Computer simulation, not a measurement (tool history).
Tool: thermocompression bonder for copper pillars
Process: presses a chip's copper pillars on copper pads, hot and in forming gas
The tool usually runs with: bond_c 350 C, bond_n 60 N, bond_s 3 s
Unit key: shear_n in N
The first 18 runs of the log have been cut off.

run	hour	bond_c	bond_n	bond_s	hours of work since the heater was calibrated	hours of work since the force cell was calibrated	hours of work since the gas filter was changed	shear_n
19	172.9	355	60	3	367	231	288	64.0
20	186.8	350	60	3	377	241	298	60.3
21	195.5	360	60	3	384	248	304	65.2
22	203.8	360	60	3	390	254	310	65.4
23	213.8	337	84	8	397	261	317	83.5
24	222.0	337	84	8	403	267	323	83.7
# hour 226.9: forming gas filter changed
25	232.1	350	84	2	410	274	4	68.9
26	241.0	350	84	4	416	280	10	80.8
27	252.7	367	57	8	425	289	19	84.8
28	265.4	367	57	8	434	298	28	84.8
29	278.0	367	57	8	443	307	37	85.5
30	289.5	350	64	6	451	315	45	77.2
31	301.9	337	36	2	460	324	54	30.7
32	312.5	337	72	2	468	332	62	56.1
33	326.6	363	71	8	478	342	72	89.8
34	332.2	363	58	2	482	346	76	59.4
35	340.8	326	58	2	488	352	82	41.9
36	346.7	358	77	2	493	357	87	69.2
37	356.3	331	54	3	500	364	94	48.0
38	366.3	350	85	6	507	371	101	87.5
39	373.3	350	85	6	512	376	106	87.3
40	382.2	354	47	4	518	383	113	58.9
41	389.0	349	39	3	523	387	117	43.9

Here are 3 independent what-if runs from the current tool condition. What would each one return?
A	398.5	349	66	3	530	394	124	?
B	398.5	357	60	3	530	394	124	?
C	398.5	350	50	9	530	394	124	?

run	shear_n
A	65.8
B	66.1
C	75.1
Without the tool's unlogged condition, the same runs would have read:
run	shear_n
A	65.3
B	65.7
C	74.8

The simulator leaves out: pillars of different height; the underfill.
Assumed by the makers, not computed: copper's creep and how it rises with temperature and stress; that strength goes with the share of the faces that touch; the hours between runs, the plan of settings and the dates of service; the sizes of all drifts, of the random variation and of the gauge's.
